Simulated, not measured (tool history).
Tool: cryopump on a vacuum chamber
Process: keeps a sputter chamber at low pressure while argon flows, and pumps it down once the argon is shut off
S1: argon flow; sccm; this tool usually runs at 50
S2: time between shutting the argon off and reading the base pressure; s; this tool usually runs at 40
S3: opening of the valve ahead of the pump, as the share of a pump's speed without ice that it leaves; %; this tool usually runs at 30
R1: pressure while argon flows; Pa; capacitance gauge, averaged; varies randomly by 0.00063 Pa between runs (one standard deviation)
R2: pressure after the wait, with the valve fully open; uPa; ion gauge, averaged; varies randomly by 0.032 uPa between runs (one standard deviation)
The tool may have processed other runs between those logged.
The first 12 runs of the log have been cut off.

run 13 hour=788.8 | S1=52 S2=40 S3=57 | R1=0.0764 R2=2.16
run 14 hour=867.4 | S1=52 S2=40 S3=57 | R1=0.0778 R2=2.16
run 15 hour=931.7 | S1=52 S2=40 S3=30 | R1=0.1434 R2=2.14
run 16 hour=974.6 | S1=52 S2=40 S3=30 | R1=0.1445 R2=2.26
run 17 hour=1016.8 | S1=78 S2=40 S3=30 | R1=0.2157 R2=2.16
run 18 hour=1077 | S1=61 S2=190 S3=24 | R1=0.2105 R2=0.97
run 19 hour=1148.1 | S1=50 S2=28 S3=33 | R1=0.1267 R2=2.82
run 20 hour=1223.5 | S1=50 S2=31 S3=33 | R1=0.1262 R2=2.77
run 21 hour=1279.8 | S1=50 S2=31 S3=33 | R1=0.1275 R2=2.74
run 22 hour=1356.1 | S1=32 S2=40 S3=30 | R1=0.0888 R2=2.26
run 23 hour=1411.2 | S1=50 S2=65 S3=25 | R1=0.1677 R2=1.7
run 24 hour=1458 | S1=81 S2=48 S3=50 | R1=0.1395 R2=2.04
run 25 hour=1513.6 | S1=50 S2=40 S3=30 | R1=0.1388 R2=2.22
run 26 hour=1586.1 | S1=50 S2=64 S3=18 | R1=0.2297 R2=1.79
run 27 hour=1638.4 | S1=54 S2=117 S3=18 | R1=0.2493 R2=1.32
run 28 hour=1719.4 | S1=40 S2=35 S3=29 | R1=0.1152 R2=2.5
run 29 hour=1794.6 | S1=40 S2=35 S3=29 | R1=0.1161 R2=2.61
run 30 hour=1863.8 | S1=21 S2=293 S3=30 | R1=0.0595 R2=1.08
run 31 hour=1907.7 | S1=50 S2=42 S3=22 | R1=0.1904 R2=2.38
-- hour=1917.3 pump warmed up, emptied and cooled again
run 32 hour=1982.3 | S1=30 S2=22 S3=30 | R1=0.0807 R2=3.51
run 33 hour=2024.2 | S1=30 S2=22 S3=30 | R1=0.0811 R2=3.66
run 34 hour=2081.2 | S1=57 S2=122 S3=17 | R1=0.2704 R2=1.3

Alternative continuations, all from the tool just after run 34; predict every row:
run A hour=2139.7 | S1=36 S2=122 S3=52 | R1=? R2=?
run B hour=2139.7 | S1=25 S2=122 S3=17 | R1=? R2=?
run C hour=2139.7 | S1=57 S2=24 S3=17 | R1=? R2=?
run D hour=2139.7 | S1=58 S2=40 S3=28 | R1=? R2=?

run=A R1=0.0569 R2=1.32
run=B R1=0.118 R2=1.32
run=C R1=0.272 R2=3.41
run=D R1=0.1691 R2=2.32
With the hidden condition removed and each run's random variation left untouched, the same runs would have given:
run=A R1=0.056 R2=0.67
run=B R1=0.1174 R2=0.66
run=C R1=0.2704 R2=2.74
run=D R1=0.1675 R2=1.66
